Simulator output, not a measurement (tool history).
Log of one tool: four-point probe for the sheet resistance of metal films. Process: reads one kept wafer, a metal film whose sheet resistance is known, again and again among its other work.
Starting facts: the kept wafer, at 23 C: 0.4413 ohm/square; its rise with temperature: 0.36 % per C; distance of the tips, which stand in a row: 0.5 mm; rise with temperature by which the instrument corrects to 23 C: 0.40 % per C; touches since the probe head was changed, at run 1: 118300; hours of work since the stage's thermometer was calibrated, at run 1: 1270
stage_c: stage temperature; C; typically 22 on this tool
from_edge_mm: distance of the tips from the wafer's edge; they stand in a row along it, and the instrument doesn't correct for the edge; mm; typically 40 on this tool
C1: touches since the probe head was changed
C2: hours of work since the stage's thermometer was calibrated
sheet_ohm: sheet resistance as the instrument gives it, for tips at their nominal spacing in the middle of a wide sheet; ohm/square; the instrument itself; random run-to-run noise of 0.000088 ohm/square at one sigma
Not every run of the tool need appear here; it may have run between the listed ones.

Run 1, day 0: usual settings; C1 118300; C2 1270. Result: sheet_ohm 0.437695 ohm/square.
Run 2, day 5.025: usual settings but from_edge_mm 7 mm; C1 122071; C2 1331. Result: sheet_ohm 0.43882 ohm/square.
At day 5.588: new probe head fitted.
Run 3, day 10.725: usual settings but stage_c 18 C, from_edge_mm 7 mm; C1 3855; C2 1400. Result: sheet_ohm 0.443601 ohm/square.
Run 4, day 15.075: usual settings; C1 7120; C2 1453. Result: sheet_ohm 0.441483 ohm/square.
Run 5, day 17.675: usual settings; C1 9073; C2 1484. Result: sheet_ohm 0.441314 ohm/square.
Run 6, day 22.421: usual settings; C1 12632; C2 1542. Result: sheet_ohm 0.44109 ohm/square.
Run 7, day 27.021: usual settings; C1 16084; C2 1598. Result: sheet_ohm 0.4412 ohm/square.
Run 8, day 30.592: usual settings; C1 18764; C2 1641. Result: sheet_ohm 0.440894 ohm/square.
Run 9, day 35.646: usual settings; C1 22556; C2 1703. Result: sheet_ohm 0.440853 ohm/square.
Run 10, day 39.717: usual settings; C1 25612; C2 1752. Result: sheet_ohm 0.440813 ohm/square.
Run 11, day 43.442: usual settings; C1 28407; C2 1797. Result: sheet_ohm 0.440681 ohm/square.
Run 12, day 48.275: usual settings; C1 32034; C2 1856. Result: sheet_ohm 0.440578 ohm/square.
Run 13, day 51.517: usual settings; C1 34467; C2 1895. Result: sheet_ohm 0.440452 ohm/square.
At day 51.779: stage's thermometer calibrated.
Run 14, day 54.383: usual settings; C1 36602; C2 32. Result: sheet_ohm 0.440062 ohm/square.
Run 15, day 56.779: usual settings; C1 38398; C2 61. Result: sheet_ohm 0.440046 ohm/square.
Run 16, day 62.129: usual settings; C1 42415; C2 126. Result: sheet_ohm 0.439723 ohm/square.
Run 17, day 67.092: usual settings but stage_c 19 C; C1 46138; C2 186. Result: sheet_ohm 0.440293 ohm/square.
Run 18, day 71.212: usual settings but from_edge_mm 23 mm; C1 49230; C2 236. Result: sheet_ohm 0.439815 ohm/square.
At day 72.254: stage's thermometer calibrated, once more.
Run 19, day 74.546: usual settings but from_edge_mm 23 mm; C1 51715; C2 28. Result: sheet_ohm 0.440296 ohm/square.
Run 20, day 79.292: usual settings; C1 55278; C2 86. Result: sheet_ohm 0.440253 ohm/square.
Run 21, day 84.646: usual settings; C1 59296; C2 151. Result: sheet_ohm 0.440177 ohm/square.
Run 22, day 90.246: usual settings; C1 63496; C2 219. Result: sheet_ohm 0.43993 ohm/square.
Run 23, day 94.229: usual settings but from_edge_mm 47 mm; C1 66487; C2 267. Result: sheet_ohm 0.439664 ohm/square.
Run 24, day 98.65: usual settings but stage_c 24 C, from_edge_mm 3 mm; C1 69802; C2 321. Result: sheet_ohm 0.445702 ohm/square.
Run 25, day 101.675: usual settings but stage_c 29 C, from_edge_mm 8 mm; C1 72075; C2 357. Result: sheet_ohm 0.439191 ohm/square.
Run 26, day 105.888: usual settings but stage_c 24 C, from_edge_mm 28 mm; C1 75233; C2 408. Result: sheet_ohm 0.439272 ohm/square.
Run 27, day 109.412: usual settings but stage_c 24 C, from_edge_mm 28 mm; C1 77879; C2 451. Result: sheet_ohm 0.438974 ohm/square.
Run 28, day 114.108: usual settings but stage_c 24 C, from_edge_mm 28 mm; C1 81404; C2 508. Result: sheet_ohm 0.438803 ohm/square.
Run 29, day 119.721: usual settings but stage_c 24 C, from_edge_mm 28 mm; C1 85614; C2 577. Result: sheet_ohm 0.438911 ohm/square.
Run 30, day 125.033: usual settings but stage_c 21 C, from_edge_mm 10 mm; C1 89602; C2 641. Result: sheet_ohm 0.43969 ohm/square.
Run 31, day 129.083: usual settings but stage_c 23 C, from_edge_mm 5 mm; C1 92642; C2 690. Result: sheet_ohm 0.441007 ohm/square.
Run 32, day 131.5: usual settings but stage_c 23 C, from_edge_mm 5 mm; C1 94454; C2 720. Result: sheet_ohm 0.440899 ohm/square.
Run 33, day 134.125: usual settings but stage_c 31 C, from_edge_mm 31 mm; C1 96423; C2 751. Result: sheet_ohm 0.437015 ohm/square.
Run 34, day 138.25: usual settings but stage_c 21 C, from_edge_mm 36 mm; C1 99520; C2 802. Result: sheet_ohm 0.438883 ohm/square.
Run 35, day 143.8: usual settings but from_edge_mm 11 mm; C1 103682; C2 869. Result: sheet_ohm 0.438869 ohm/square.
Run 36, day 148.238: usual settings but from_edge_mm 11 mm; C1 107013; C2 923. Result: sheet_ohm 0.438789 ohm/square.
Run 37, day 152.238: usual settings but stage_c 23 C, from_edge_mm 22 mm; C1 110015; C2 971. Result: sheet_ohm 0.43825 ohm/square.
Run 38, day 154.871: usual settings but stage_c 24 C, from_edge_mm 7 mm; C1 111991; C2 1003. Result: sheet_ohm 0.438958 ohm/square.
Run 39, day 159.492: usual settings but stage_c 24 C, from_edge_mm 7 mm; C1 115459; C2 1060. Result: sheet_ohm 0.438909 ohm/square.
Run 40, day 164.588: usual settings but stage_c 23 C, from_edge_mm 7 mm; C1 119281; C2 1121. Result: sheet_ohm 0.438926 ohm/square.
At day 169.096: new probe head fitted.
Run 41, day 169.296: usual settings but stage_c 23 C, from_edge_mm 7 mm; C1 150; C2 1178. Result: sheet_ohm 0.44233 ohm/square.
Run 42, day 171.854: usual settings but stage_c 23 C, from_edge_mm 7 mm; C1 2072; C2 1209. Result: sheet_ohm 0.442341 ohm/square.
Run 43, day 175.575: usual settings but stage_c 28 C, from_edge_mm 17 mm; C1 4862; C2 1254. Result: sheet_ohm 0.440162 ohm/square.
Run 44, day 180.062: usual settings but stage_c 28 C, from_edge_mm 17 mm; C1 8231; C2 1309. Result: sheet_ohm 0.440111 ohm/square.

Each row is a separate what-if for the run after 44, all from the same tool condition, not one after another. Results?
Run A, day 182.562: usual settings but stage_c 28 C, from_edge_mm 63 mm; C1 10105; C2 1339. Result: sheet_ohm ?.
Run B, day 182.562: usual settings but stage_c 32 C, from_edge_mm 20 mm; C1 10105; C2 1339. Result: sheet_ohm ?.
Run C, day 182.562: usual settings but stage_c 20 C, from_edge_mm 22 mm; C1 10105; C2 1339. Result: sheet_ohm ?.

run  sheet_ohm
  A   0.439761
  B   0.439338
  C   0.441613
Had the tool no hidden state, the same runs would have come out as:
run  sheet_ohm
  A     0.4403
  B   0.439872
  C   0.442162
